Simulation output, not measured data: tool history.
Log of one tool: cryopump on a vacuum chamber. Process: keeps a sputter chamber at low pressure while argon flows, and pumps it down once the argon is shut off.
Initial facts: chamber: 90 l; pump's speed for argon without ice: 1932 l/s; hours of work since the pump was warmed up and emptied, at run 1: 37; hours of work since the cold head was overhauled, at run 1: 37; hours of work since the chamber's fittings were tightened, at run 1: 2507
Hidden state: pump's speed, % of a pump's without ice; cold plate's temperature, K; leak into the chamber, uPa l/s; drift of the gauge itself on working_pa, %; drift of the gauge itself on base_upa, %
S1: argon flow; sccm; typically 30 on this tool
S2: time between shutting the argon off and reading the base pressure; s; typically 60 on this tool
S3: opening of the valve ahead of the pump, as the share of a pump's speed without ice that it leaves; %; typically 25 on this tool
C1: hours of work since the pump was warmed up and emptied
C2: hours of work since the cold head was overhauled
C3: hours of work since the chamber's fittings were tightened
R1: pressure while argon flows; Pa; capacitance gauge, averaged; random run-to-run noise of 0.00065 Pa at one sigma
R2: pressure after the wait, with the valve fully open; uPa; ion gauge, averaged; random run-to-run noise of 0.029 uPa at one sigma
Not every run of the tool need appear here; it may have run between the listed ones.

Run 1, hour 0.0: usual settings; C1 37; C2 37; C3 2507. Result: R1 0.1046 Pa, R2 2.12 uPa.
Run 2, hour 11.8: usual settings but S1 41 sccm; C1 47; C2 47; C3 2517. Result: R1 0.1427 Pa, R2 2.08 uPa.
Run 3, hour 26.4: usual settings; C1 59; C2 59; C3 2529. Result: R1 0.1052 Pa, R2 2.19 uPa.
Run 4, hour 35.9: usual settings; C1 68; C2 68; C3 2537. Result: R1 0.1062 Pa, R2 2.13 uPa.
Run 5, hour 54.3: usual settings; C1 83; C2 83; C3 2553. Result: R1 0.1049 Pa, R2 2.13 uPa.
Run 6, hour 75.4: usual settings but S2 21 s; C1 102; C2 102; C3 2571. Result: R1 0.1061 Pa, R2 4.53 uPa.
Run 7, hour 93.2: usual settings; C1 117; C2 117; C3 2587. Result: R1 0.1063 Pa, R2 2.17 uPa.
Run 8, hour 110.9: usual settings but S1 53 sccm; C1 132; C2 132; C3 2602. Result: R1 0.1878 Pa, R2 2.19 uPa.
Run 9, hour 120.2: usual settings but S1 53 sccm; C1 140; C2 140; C3 2610. Result: R1 0.1875 Pa, R2 2.22 uPa.
Run 10, hour 133.8: usual settings but S1 53 sccm; C1 152; C2 152; C3 2622. Result: R1 0.1895 Pa, R2 2.11 uPa.
Run 11, hour 147.4: usual settings but S2 101 s, S3 50 %; C1 163; C2 163; C3 2633. Result: R1 0.0529 Pa, R2 1.71 uPa.
Run 12, hour 159.3: usual settings but S2 21 s, S3 48 %; C1 174; C2 174; C3 2644. Result: R1 0.0566 Pa, R2 4.59 uPa.
Run 13, hour 176.5: usual settings but S2 21 s, S3 48 %; C1 188; C2 188; C3 2658. Result: R1 0.0562 Pa, R2 4.52 uPa.
Run 14, hour 189.0: usual settings but S2 21 s, S3 48 %; C1 199; C2 199; C3 2669. Result: R1 0.0556 Pa, R2 4.68 uPa.
Run 15, hour 211.5: usual settings but S3 43 %; C1 218; C2 218; C3 2688. Result: R1 0.0635 Pa, R2 2.21 uPa.
Run 16, hour 227.3: usual settings but S2 87 s, S3 37 %; C1 232; C2 232; C3 2702. Result: R1 0.0723 Pa, R2 1.84 uPa.

What will run 17 give?
Run 17, hour 239.6: usual settings but S2 62 s, S3 37 %; C1 243; C2 243; C3 2712. Result: R1 ?, R2 ?.

{"run 17": {"R1": 0.0733, "R2": 2.2}}
Without the tool's hidden state the same run would have given R1 0.0712 Pa, R2 1.38 uPa.
